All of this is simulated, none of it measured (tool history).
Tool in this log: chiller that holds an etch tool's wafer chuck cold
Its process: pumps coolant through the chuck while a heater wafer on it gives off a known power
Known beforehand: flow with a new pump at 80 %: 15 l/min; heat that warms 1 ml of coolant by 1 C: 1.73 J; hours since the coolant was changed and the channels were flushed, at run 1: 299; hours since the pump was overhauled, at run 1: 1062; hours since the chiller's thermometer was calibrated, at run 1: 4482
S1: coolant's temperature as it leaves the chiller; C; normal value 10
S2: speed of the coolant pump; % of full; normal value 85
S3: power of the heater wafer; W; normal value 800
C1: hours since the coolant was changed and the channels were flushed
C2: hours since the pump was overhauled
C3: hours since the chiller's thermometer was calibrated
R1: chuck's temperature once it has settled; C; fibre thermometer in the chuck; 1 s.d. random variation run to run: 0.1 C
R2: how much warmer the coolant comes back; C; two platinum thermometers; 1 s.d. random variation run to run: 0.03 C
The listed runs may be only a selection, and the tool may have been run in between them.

run	day	S1	S2	S3	C1	C2	C3	R1	R2
1	0.000	10	85	800	299	1062	4482	16.9	1.83
2	0.638	10	85	800	314	1077	4497	17.0	1.83
3	1.812	10	85	800	343	1105	4525	17.0	1.75
# day 2.650: chiller's thermometer calibrated
4	2.704	18	85	800	363	1126	1	25.0	1.82
5	3.833	18	85	800	390	1153	28	25.3	1.82
6	4.971	18	85	800	417	1180	56	25.2	1.76
# day 5.183: chiller's thermometer calibrated, once more
7	5.992	18	85	800	441	1203	19	24.7	1.73
8	6.867	18	85	800	462	1224	40	24.8	1.79
9	7.567	10	85	800	479	1241	57	16.7	1.83
10	8.662	11	85	800	505	1268	84	17.8	1.77
11	9.888	10	85	567	534	1297	113	14.9	1.27
12	10.429	10	85	803	547	1310	126	16.8	1.80
13	11.396	10	85	1055	571	1333	149	18.8	2.36
14	12.658	10	85	800	601	1363	179	16.8	1.84
15	13.625	10	85	800	624	1387	203	16.8	1.81
16	14.508	10	85	800	645	1408	224	16.8	1.76
17	15.596	10	60	573	671	1434	250	16.9	1.91
18	16.729	10	72	573	699	1461	277	15.6	1.53
19	17.646	6	60	875	721	1483	299	16.2	2.90
20	18.329	12	72	1083	737	1500	316	22.7	2.93
21	18.962	12	72	1083	752	1515	331	22.8	2.93
22	19.929	15	85	1062	775	1538	354	24.0	2.40
23	20.971	15	85	1062	800	1563	379	23.9	2.41
24	21.729	15	85	1101	819	1581	397	24.3	2.47
25	22.754	10	85	429	843	1606	422	13.6	0.99
26	24.042	10	85	429	874	1637	453	13.8	0.97
27	25.333	10	85	429	905	1668	484	13.7	0.99
28	26.542	10	64	1050	934	1697	513	22.1	3.31
29	27.167	10	77	896	949	1712	528	18.3	2.28
30	28.317	14	75	861	977	1739	555	22.4	2.25
31	29.604	4	81	1088	1008	1770	586	13.7	2.62

For each run, the measured value with the value that run would have given without the tool's hidden condition subtracted. The run-to-run variation is shared by both, the gauge scatter possibly not:
What the log doesn't record here: heat passed by the chuck's channels, % of clean ones'; flow at a given pump speed, % of a new pump's; coolant's true temperature over the reading, C; drift of the gauge itself on chuck_c, C; drift of the gauge itself on warmer_back_c, C.
run	R1	R2
1	+0.6	+0.05
2	+0.6	+0.06
3	+0.6	+0.06
4	+0.9	+0.07
5	+0.9	+0.06
6	+0.9	+0.06
7	+0.4	+0.07
8	+0.3	+0.06
9	+0.4	+0.07
10	+0.4	+0.07
11	+0.3	+0.05
12	+0.3	+0.07
13	+0.5	+0.10
14	+0.4	+0.07
15	+0.4	+0.08
16	+0.4	+0.08
17	+0.5	+0.08
18	+0.4	+0.07
19	+0.7	+0.12
20	+0.7	+0.13
21	+0.7	+0.13
22	+0.6	+0.11
23	+0.6	+0.11
24	+0.7	+0.12
25	+0.3	+0.05
26	+0.3	+0.05
27	+0.4	+0.05
28	+0.9	+0.17
29	+0.7	+0.12
30	+0.7	+0.12
31	+0.8	+0.13

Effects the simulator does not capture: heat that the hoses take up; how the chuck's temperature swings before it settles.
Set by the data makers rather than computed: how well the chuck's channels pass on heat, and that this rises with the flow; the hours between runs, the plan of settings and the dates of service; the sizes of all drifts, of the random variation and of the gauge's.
